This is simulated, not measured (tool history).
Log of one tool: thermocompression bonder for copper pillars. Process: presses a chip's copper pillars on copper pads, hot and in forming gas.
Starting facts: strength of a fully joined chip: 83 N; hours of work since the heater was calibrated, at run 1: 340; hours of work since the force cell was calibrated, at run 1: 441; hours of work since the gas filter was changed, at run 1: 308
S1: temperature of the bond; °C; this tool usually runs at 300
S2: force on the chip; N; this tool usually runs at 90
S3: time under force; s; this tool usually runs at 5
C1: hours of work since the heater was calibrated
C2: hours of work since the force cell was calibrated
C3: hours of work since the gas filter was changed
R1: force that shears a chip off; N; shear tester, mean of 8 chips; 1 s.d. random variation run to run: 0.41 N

run 1 hour=0 | S1=300 S2=90 S3=5 | C1=340 C2=441 C3=308 | R1=37.6
run 2 hour=23.3 | S1=300 S2=90 S3=5 | C1=351 C2=452 C3=319 | R1=37.1
run 3 hour=38.8 | S1=300 S2=90 S3=5 | C1=358 C2=460 C3=326 | R1=36.9
run 4 hour=50.1 | S1=303 S2=90 S3=5 | C1=364 C2=465 C3=332 | R1=38.1
run 5 hour=75.6 | S1=300 S2=90 S3=5 | C1=376 C2=477 C3=344 | R1=37.1
run 6 hour=89.1 | S1=300 S2=90 S3=6 | C1=382 C2=484 C3=350 | R1=39.5
run 7 hour=113.8 | S1=300 S2=90 S3=5 | C1=394 C2=496 C3=362 | R1=37.4
run 8 hour=139.2 | S1=300 S2=90 S3=5 | C1=406 C2=508 C3=374 | R1=36.5
run 9 hour=164.3 | S1=325 S2=90 S3=8 | C1=418 C2=520 C3=386 | R1=54.3
run 10 hour=184.7 | S1=288 S2=90 S3=5 | C1=428 C2=530 C3=396 | R1=32.1
-- hour=187.9 heater calibrated with a thermocouple chip
run 11 hour=208 | S1=307 S2=90 S3=12 | C1=10 C2=540 C3=406 | R1=53.7
-- hour=213.3 forming gas filter changed
run 12 hour=234 | S1=320 S2=133 S3=3 | C1=22 C2=552 C3=10 | R1=53.4
run 13 hour=247.8 | S1=320 S2=133 S3=3 | C1=28 C2=559 C3=17 | R1=53.9
run 14 hour=263.9 | S1=300 S2=121 S3=4 | C1=36 C2=566 C3=24 | R1=45.1
-- hour=275.8 heater calibrated with a thermocouple chip, once more
run 15 hour=277.1 | S1=300 S2=121 S3=4 | C1=1 C2=572 C3=30 | R1=42

Some steps in R1, run to run, broken into two amounts with sign: the step expected even without the hidden condition (settings, incoming material, random variation), and the rest, left for the hidden condition together with whatever gauge scatter is not in both the measured and the hidden-condition-free result:
Unlogged tool condition in this case: true temperature of the bond over the reading, C; force that reaches the chip, % of what is set; oxide that the forming gas leaves, % of the face; drift of the gauge itself on shear_n, %.
Run 9 -> 10: S1 325 -> 288, S3 8 -> 5. R1 -22.2 N: hidden state +0.7, all else -22.9.
Run 11 -> 12: S1 307 -> 320, S2 90 -> 133, S3 12 -> 3, forming gas filter changed. R1 -0.3 N: hidden state +2.7, all else -3.

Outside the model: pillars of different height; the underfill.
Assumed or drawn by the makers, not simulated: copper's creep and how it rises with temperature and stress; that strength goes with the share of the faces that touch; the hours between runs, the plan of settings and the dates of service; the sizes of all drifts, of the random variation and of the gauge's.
